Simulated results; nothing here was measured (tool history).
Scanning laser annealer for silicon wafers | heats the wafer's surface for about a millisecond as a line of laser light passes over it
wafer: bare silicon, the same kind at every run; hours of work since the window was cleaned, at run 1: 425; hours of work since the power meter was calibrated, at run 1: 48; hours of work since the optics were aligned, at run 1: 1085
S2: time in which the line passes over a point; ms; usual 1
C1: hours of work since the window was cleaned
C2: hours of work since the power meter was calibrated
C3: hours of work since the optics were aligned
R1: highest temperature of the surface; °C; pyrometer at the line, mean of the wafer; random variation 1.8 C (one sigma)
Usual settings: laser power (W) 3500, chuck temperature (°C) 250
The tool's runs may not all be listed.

Run 1, hour 0: usual settings; C1 425; C2 48; C3 1085. Result: R1 1060 °C.
Run 2, hour 14.1: usual settings; C1 434; C2 57; C3 1094. Result: R1 1064 °C.
Run 3, hour 26.8: usual settings; C1 442; C2 65; C3 1102. Result: R1 1065 °C.
Run 4, hour 39.4: usual settings but chuck temperature (°C) 240; C1 450; C2 73; C3 1110. Result: R1 1052 °C.
Run 5, hour 53.2: usual settings but chuck temperature (°C) 240; C1 459; C2 82; C3 1118. Result: R1 1055 °C.
Run 6, hour 61.8: usual settings but laser power (W) 2994; C1 464; C2 87; C3 1124. Result: R1 916 °C.
Run 7, hour 75.1: usual settings but chuck temperature (°C) 226; C1 472; C2 96; C3 1132. Result: R1 1038 °C.
Run 8, hour 86.4: usual settings but chuck temperature (°C) 230; C1 480; C2 103; C3 1139. Result: R1 1044 °C.
Run 9, hour 103.9: usual settings; C1 491; C2 114; C3 1151. Result: R1 1064 °C.
At hour 115.8: window over the wafer cleaned.
Run 10, hour 115.8: usual settings; C1 0; C2 120; C3 1157. Result: R1 1068 °C.
Run 11, hour 128.9: usual settings; C1 8; C2 129; C3 1165. Result: R1 1067 °C.
Run 12, hour 144.5: usual settings; C1 18; C2 139; C3 1175. Result: R1 1066 °C.
Run 13, hour 155: usual settings; C1 25; C2 145; C3 1182. Result: R1 1068 °C.
Run 14, hour 170: usual settings but S2 0.74 ms; C1 34; C2 155; C3 1191. Result: R1 938 °C.
Run 15, hour 187.8: usual settings; C1 46; C2 166; C3 1202. Result: R1 1064 °C.
Run 16, hour 201.7: usual settings but chuck temperature (°C) 262; C1 54; C2 175; C3 1211. Result: R1 1075 °C.
Run 17, hour 218.8: usual settings but chuck temperature (°C) 262; C1 65; C2 186; C3 1222. Result: R1 1079 °C.
Run 18, hour 235.8: usual settings but chuck temperature (°C) 219; C1 76; C2 196; C3 1233. Result: R1 1033 °C.
Run 19, hour 245.8: usual settings but S2 0.75 ms; C1 82; C2 203; C3 1239. Result: R1 942 °C.
Run 20, hour 263.4: usual settings but chuck temperature (°C) 252; C1 93; C2 214; C3 1250. Result: R1 1070 °C.
Run 21, hour 280.2: usual settings but laser power (W) 3237, S2 1.07 ms, chuck temperature (°C) 276; C1 104; C2 224; C3 1261. Result: R1 1040 °C.
Run 22, hour 295.1: usual settings but laser power (W) 3237, S2 1.07 ms, chuck temperature (°C) 276; C1 113; C2 234; C3 1270. Result: R1 1043 °C.
Run 23, hour 306.3: usual settings but laser power (W) 3237, S2 1.07 ms, chuck temperature (°C) 276; C1 121; C2 241; C3 1277. Result: R1 1044 °C.
Run 24, hour 316.2: usual settings but laser power (W) 3237, S2 1.07 ms, chuck temperature (°C) 276; C1 127; C2 247; C3 1284. Result: R1 1039 °C.
Run 25, hour 333.1: usual settings but laser power (W) 3800, S2 0.85 ms, chuck temperature (°C) 277; C1 138; C2 258; C3 1294. Result: R1 1105 °C.
Run 26, hour 341.8: usual settings but laser power (W) 3800, S2 0.85 ms, chuck temperature (°C) 277; C1 143; C2 263; C3 1300. Result: R1 1102 °C.
Run 27, hour 359.5: usual settings but laser power (W) 3168, S2 0.85 ms, chuck temperature (°C) 277; C1 154; C2 275; C3 1311. Result: R1 929 °C.
Run 28, hour 372.1: usual settings but laser power (W) 3168, S2 0.75 ms, chuck temperature (°C) 221; C1 162; C2 283; C3 1319. Result: R1 828 °C.
Run 29, hour 379.5: usual settings but laser power (W) 3793, S2 1.03 ms, chuck temperature (°C) 256; C1 167; C2 287; C3 1324. Result: R1 1174 °C.
Run 30, hour 390.8: usual settings but laser power (W) 3042, S2 0.86 ms, chuck temperature (°C) 229; C1 174; C2 294; C3 1331. Result: R1 851 °C.
Run 31, hour 406.3: usual settings but S2 0.84 ms, chuck temperature (°C) 223; C1 184; C2 304; C3 1341. Result: R1 962 °C.
Run 32, hour 413.6: usual settings but laser power (W) 3362, S2 0.83 ms, chuck temperature (°C) 270; C1 189; C2 309; C3 1345. Result: R1 964 °C.
Run 33, hour 424.6: usual settings but laser power (W) 3362, S2 0.83 ms, chuck temperature (°C) 270; C1 196; C2 316; C3 1352. Result: R1 966 °C.
Run 34, hour 441.3: usual settings but laser power (W) 3362, S2 0.83 ms, chuck temperature (°C) 278; C1 206; C2 326; C3 1363. Result: R1 974 °C.
Run 35, hour 455.5: usual settings but laser power (W) 3479, S2 0.73 ms; C1 215; C2 335; C3 1372. Result: R1 925 °C.
Run 36, hour 463.4: usual settings but laser power (W) 3479, S2 0.73 ms; C1 220; C2 340; C3 1377. Result: R1 926 °C.
Run 37, hour 480.7: usual settings but laser power (W) 3800, S2 0.89 ms; C1 231; C2 351; C3 1388. Result: R1 1098 °C.

The next listed run, before its measurement:
Run 38, hour 497.9: usual settings but laser power (W) 3284, S2 1.04 ms, chuck temperature (°C) 287; C1 242; C2 362; C3 1399. Result: R1 ?.

R1: 1055 °C
Without the tool's hidden state the same run would have given R1 1056 °C.
